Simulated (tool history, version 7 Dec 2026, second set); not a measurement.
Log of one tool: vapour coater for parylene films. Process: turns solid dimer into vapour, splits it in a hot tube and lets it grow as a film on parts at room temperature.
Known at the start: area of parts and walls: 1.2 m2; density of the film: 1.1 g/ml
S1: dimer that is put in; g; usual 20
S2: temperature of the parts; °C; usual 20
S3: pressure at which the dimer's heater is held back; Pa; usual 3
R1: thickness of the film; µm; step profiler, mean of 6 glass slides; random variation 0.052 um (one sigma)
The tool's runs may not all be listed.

Run 1, hour 0: usual settings. Result: R1 6.97 µm.
Run 2, hour 7.5: usual settings but S3 8.68 Pa. Result: R1 6.04 µm.
Run 3, hour 17.3: usual settings but S3 8.68 Pa. Result: R1 6.08 µm.
Run 4, hour 31.3: usual settings but S3 8.68 Pa. Result: R1 6.01 µm.
Run 5, hour 45.9: usual settings but S3 8.68 Pa. Result: R1 5.97 µm.
Run 6, hour 57.6: usual settings. Result: R1 6.98 µm.
Run 7, hour 66.3: usual settings. Result: R1 6.98 µm.
Run 8, hour 84.6: usual settings. Result: R1 6.97 µm.
Run 9, hour 99.8: usual settings but S3 4.52 Pa. Result: R1 6.45 µm.
Run 10, hour 111: usual settings. Result: R1 6.92 µm.
Run 11, hour 125: usual settings but S1 32 g. Result: R1 11.13 µm.
Run 12, hour 135.8: usual settings but S1 32 g. Result: R1 11.05 µm.
Run 13, hour 149.2: usual settings but S1 34 g. Result: R1 11.66 µm.
Run 14, hour 157.4: usual settings but S1 34 g. Result: R1 11.58 µm.
Run 15, hour 171.2: usual settings but S1 34 g, S2 25 °C. Result: R1 9.88 µm.
At hour 176.8: trap's valve overhauled.
Run 16, hour 187.6: usual settings but S1 34 g, S2 25 °C. Result: R1 10.71 µm.
Run 17, hour 206.1: usual settings but S1 34 g, S2 25 °C. Result: R1 10.61 µm.
Run 18, hour 221: usual settings but S1 18 g, S2 15 °C, S3 3.08 Pa. Result: R1 8.03 µm.
Run 19, hour 234.9: usual settings but S1 11 g, S2 14 °C, S3 9.86 Pa. Result: R1 4.3 µm.
Run 20, hour 242.6: usual settings but S1 17 g, S2 21 °C, S3 5.73 Pa. Result: R1 5.69 µm.
Run 21, hour 256.5: usual settings but S1 17 g, S2 26 °C, S3 6.12 Pa. Result: R1 4.75 µm.
Run 22, hour 265: usual settings but S1 21 g, S2 26 °C, S3 4.74 Pa. Result: R1 6.03 µm.
Run 23, hour 275.9: usual settings but S2 14 °C, S3 4.22 Pa. Result: R1 8.82 µm.
Run 24, hour 293.8: usual settings but S2 14 °C, S3 4.22 Pa. Result: R1 8.74 µm.
Run 25, hour 312.4: usual settings but S2 14 °C, S3 4.22 Pa. Result: R1 8.78 µm.
Run 26, hour 329.6: usual settings but S2 14 °C, S3 4.22 Pa. Result: R1 8.82 µm.
Run 27, hour 345.1: usual settings but S2 16 °C. Result: R1 8.48 µm.
Run 28, hour 360.1: usual settings but S2 16 °C. Result: R1 8.65 µm.
Run 29, hour 373.4: usual settings but S2 16 °C. Result: R1 8.57 µm.
Run 30, hour 386.6: usual settings but S2 16 °C. Result: R1 8.5 µm.
Run 31, hour 399.8: usual settings but S2 30 °C. Result: R1 5.15 µm.
Run 32, hour 414.8: usual settings but S2 30 °C. Result: R1 5.21 µm.
Run 33, hour 432.5: usual settings but S2 30 °C. Result: R1 5.24 µm.
Run 34, hour 441.5: usual settings but S2 29 °C. Result: R1 5.39 µm.

Some steps in R1 between neighbouring runs. How much of each would the tool show without its hidden state too (settings, what came in, random variation), and how much is left for the hidden state, with any gauge scatter that isn't in both results?
The hidden state here: vapour lost through the trap's worn valve, %; true temperature of the parts over the reading, C; drift of the gauge itself on film_um, %.
Run 10 -> 11: S1 20 -> 32. R1 +4.21 µm: hidden state -0.35, all else +4.56.
Run 14 -> 15: S2 20 -> 25. R1 -1.7 µm: hidden state +0.13, all else -1.83.
Run 15 -> 16: trap's valve overhauled. R1 +0.83 µm: hidden state +0.9, all else -0.07.
Run 18 -> 19: S1 18 -> 11, S2 15 -> 14, S3 3.08 -> 9.86. R1 -3.73 µm: hidden state +0, all else -3.73.
Run 30 -> 31: S2 16 -> 30. R1 -3.35 µm: hidden state +0.02, all else -3.37.

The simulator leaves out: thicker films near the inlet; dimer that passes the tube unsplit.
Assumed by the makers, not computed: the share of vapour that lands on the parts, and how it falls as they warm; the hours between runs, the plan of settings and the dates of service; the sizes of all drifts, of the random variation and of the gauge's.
